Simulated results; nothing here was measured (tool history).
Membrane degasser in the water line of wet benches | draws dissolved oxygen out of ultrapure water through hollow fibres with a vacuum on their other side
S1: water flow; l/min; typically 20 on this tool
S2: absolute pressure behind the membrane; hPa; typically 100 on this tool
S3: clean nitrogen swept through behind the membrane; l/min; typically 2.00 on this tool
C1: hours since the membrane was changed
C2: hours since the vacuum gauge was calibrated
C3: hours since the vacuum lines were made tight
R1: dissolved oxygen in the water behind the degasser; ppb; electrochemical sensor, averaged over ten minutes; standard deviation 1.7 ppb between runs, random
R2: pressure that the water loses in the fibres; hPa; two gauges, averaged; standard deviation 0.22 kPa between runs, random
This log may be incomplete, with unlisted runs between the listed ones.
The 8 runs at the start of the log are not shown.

run	hour	S1	S2	S3	C1	C2	C3	R1	R2
9	759.4	20	193	2.00	1937	2941	12349	393.4	521.3
10	841.7	20	193	2.00	2019	3024	12431	391.7	524.3
11	959.1	20	193	2.00	2136	3141	12549	395.7	523.2
12	1011.4	20	163	2.00	2189	3193	12601	325.4	523.7
13	1122.5	20	163	2.00	2300	3305	12712	326.9	524.9
14	1216.9	20	163	2.00	2394	3399	12806	331.3	526.9
15	1287.3	20	163	2.00	2465	3469	12877	326.0	522.6
16	1391.5	23	100	2.00	2569	3574	12981	213.8	605.2
17	1448.9	14	229	3.72	2626	3631	13038	192.6	366.8
18	1506.7	14	229	3.72	2684	3689	13096	198.6	371.3
# hour 1556.4: seals of the vacuum lines changed
19	1600.8	32	225	0.99	2776	3781	44	1188.6	841.1
# hour 1611.3: vacuum gauge calibrated
20	1709.6	19	225	0.92	2884	98	153	852.5	498.6
21	1792.1	19	225	0.92	2967	181	235	850.6	498.1
22	1861.2	19	246	1.75	3036	250	304	540.1	501.3
23	1911.6	16	122	1.23	3086	300	355	284.4	420.3
24	2011.0	16	122	1.23	3186	400	454	287.8	420.3
25	2123.8	12	120	2.20	3299	512	567	128.2	314.9
26	2192.3	12	82	1.67	3367	581	635	98.6	318.6
# hour 2253.3: vacuum gauge calibrated, once more
27	2255.3	28	106	1.27	3430	2	698	382.3	740.6
28	2327.1	28	106	1.27	3501	74	770	380.8	736.8
29	2430.6	17	242	1.57	3605	177	873	520.6	448.9

Predict the results of run 30:
30	2493.9	24	100	0.93	3668	241	936	?	?

{"run 30": {"R1": 389.6, "R2": 630.1}}
Were there no unlogged condition in the tool, this run, its random variation unchanged, would have produced R1 385.4 ppb, R2 622.1 hPa.

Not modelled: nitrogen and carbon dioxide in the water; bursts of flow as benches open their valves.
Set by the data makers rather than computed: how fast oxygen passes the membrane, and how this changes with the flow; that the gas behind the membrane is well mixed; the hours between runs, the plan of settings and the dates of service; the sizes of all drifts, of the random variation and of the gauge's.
